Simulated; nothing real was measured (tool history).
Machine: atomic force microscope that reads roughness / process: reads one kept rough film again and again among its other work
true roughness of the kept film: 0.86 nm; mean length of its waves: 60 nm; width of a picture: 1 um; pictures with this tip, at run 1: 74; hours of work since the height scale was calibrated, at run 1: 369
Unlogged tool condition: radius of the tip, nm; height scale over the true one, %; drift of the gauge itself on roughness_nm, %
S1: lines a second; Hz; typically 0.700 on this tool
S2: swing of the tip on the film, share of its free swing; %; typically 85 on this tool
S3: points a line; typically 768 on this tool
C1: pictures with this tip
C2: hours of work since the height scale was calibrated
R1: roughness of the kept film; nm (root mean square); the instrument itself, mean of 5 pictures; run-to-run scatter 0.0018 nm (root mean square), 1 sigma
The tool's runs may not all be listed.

{"run": 1, "day": 0.0, "S1": 0.7, "S2": 85, "S3": 768, "C1": 74, "C2": 369, "R1": 0.807}
{"run": 2, "day": 0.65, "S1": 0.7, "S2": 85, "S3": 768, "C1": 100, "C2": 381, "R1": 0.81}
{"run": 3, "day": 1.762, "S1": 0.7, "S2": 85, "S3": 768, "C1": 143, "C2": 401, "R1": 0.809}
{"run": 4, "day": 2.492, "S1": 0.7, "S2": 85, "S3": 768, "C1": 172, "C2": 414, "R1": 0.807}
{"run": 5, "day": 3.204, "S1": 0.7, "S2": 85, "S3": 768, "C1": 199, "C2": 427, "R1": 0.808}
{"run": 6, "day": 3.8, "S1": 3.003, "S2": 61, "S3": 346, "C1": 223, "C2": 437, "R1": 0.801}
{"run": 7, "day": 4.725, "S1": 0.534, "S2": 62, "S3": 518, "C1": 259, "C2": 454, "R1": 0.842}
{"run": 8, "day": 5.438, "S1": 2.609, "S2": 84, "S3": 359, "C1": 287, "C2": 467, "R1": 0.717}
{"run": 9, "day": 6.012, "S1": 0.7, "S2": 61, "S3": 368, "C1": 309, "C2": 477, "R1": 0.837}

Forecast run 10:
{"run": 10, "day": 6.612, "S1": 0.7, "S2": 61, "S3": 316, "C1": 333, "C2": 488, "R1": "?"}

{"run 10": {"R1": 0.838}}
On a tool with no hidden condition, and with the same random variation, this run would have come out at R1 0.839 nm (root mean square).
